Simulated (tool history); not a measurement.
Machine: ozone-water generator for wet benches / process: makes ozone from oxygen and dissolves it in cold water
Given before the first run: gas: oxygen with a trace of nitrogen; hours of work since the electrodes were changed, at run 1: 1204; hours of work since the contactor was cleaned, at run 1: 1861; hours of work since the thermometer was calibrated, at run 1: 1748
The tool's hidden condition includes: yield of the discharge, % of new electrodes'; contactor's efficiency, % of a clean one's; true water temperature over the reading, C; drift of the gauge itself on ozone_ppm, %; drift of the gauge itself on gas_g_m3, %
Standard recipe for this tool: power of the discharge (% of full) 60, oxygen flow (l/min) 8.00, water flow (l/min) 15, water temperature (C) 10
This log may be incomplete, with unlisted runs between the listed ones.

run,hour,power of the discharge (% of full),oxygen flow (l/min),water flow (l/min),water temperature (C),hours of work since the electrodes were changed,hours of work since the contactor was cleaned,hours of work since the thermometer was calibrated,dissolved ozone (ppm),ozone in the gas ahead of the water (g/m3)
1,0.0,60,8.00,15,10,1204,1861,1748,50.4,257.4
2,62.8,46,8.00,15,10,1257,1915,1802,43.5,223.3
3,113.1,60,6.68,15,10,1300,1958,1845,52.1,287.7
4,171.3,60,6.68,15,10,1349,2007,1894,52.3,286.5
5,234.3,60,6.68,15,10,1403,2061,1948,52.9,287.4
6,312.5,60,6.68,15,10,1469,2127,2014,52.5,290.8
7,371.3,60,8.00,15,10,1519,2177,2064,50.6,257.7
8,447.7,60,8.00,15,10,1584,2242,2129,50.8,257.8
9,520.4,60,8.00,15,10,1646,2304,2191,50.5,258.8
10,573.4,60,8.00,15,10,1691,2349,2236,50.7,260.1
11,618.6,60,8.00,15,10,1730,2388,2275,50.7,258.4
12,677.5,60,8.00,15,10,1780,2438,2325,51.1,255.5
13,724.1,60,8.00,15,10,1820,2477,2364,50.8,258.0
14,793.6,43,8.00,15,10,1879,2536,2424,42.3,215.7
15,873.1,68,8.00,15,10,1946,2604,2491,53.8,275.7
16,920.9,68,8.00,15,10,1987,2645,2532,55.1,277.0
17,967.2,68,8.00,15,10,2026,2684,2571,54.8,276.6
18,1021.8,41,14.29,15,10,2073,2731,2618,35.0,145.1
19,1087.1,80,5.61,15,15,2128,2786,2673,58.4,377.2
20,1136.2,63,9.90,15,14,2170,2828,2715,45.4,231.9
21,1177.2,63,9.90,15,14,2205,2863,2750,45.6,229.7
# hour 1184.5: contactor cleaned
22,1237.6,63,9.90,15,14,2253,45,2798,45.7,231.0
23,1314.2,60,14.12,15,10,2318,110,2863,43.6,179.0
24,1350.6,60,14.12,15,10,2349,141,2894,43.2,179.5
25,1384.8,71,8.46,17,9,2378,170,2923,51.8,271.6
26,1456.9,60,10.36,15,10,2440,232,2984,47.2,217.5
27,1492.5,60,10.36,15,10,2470,262,3015,48.1,218.8
28,1564.9,60,10.36,15,10,2531,324,3076,47.8,218.5
29,1630.5,60,8.00,12,9,2587,379,3132,59.6,257.9
30,1692.3,90,8.00,24,6,2640,432,3185,46.7,319.4
31,1768.7,60,5.15,11,7,2705,497,3250,70.5,339.4
32,1814.4,45,6.57,20,9,2744,536,3289,36.6,251.4
33,1848.7,45,6.57,20,9,2773,565,3318,36.6,249.3
34,1890.2,67,13.91,12,9,2808,600,3353,52.8,189.4

Entry by entry between the runs, the difference in hidden state between the last listed run before and the first listed run after:
Logged between run 21 and run 22: contactor cleaned (hour 1184.5)
  contactor's efficiency, % of a clean one's: 99.9 -> 100
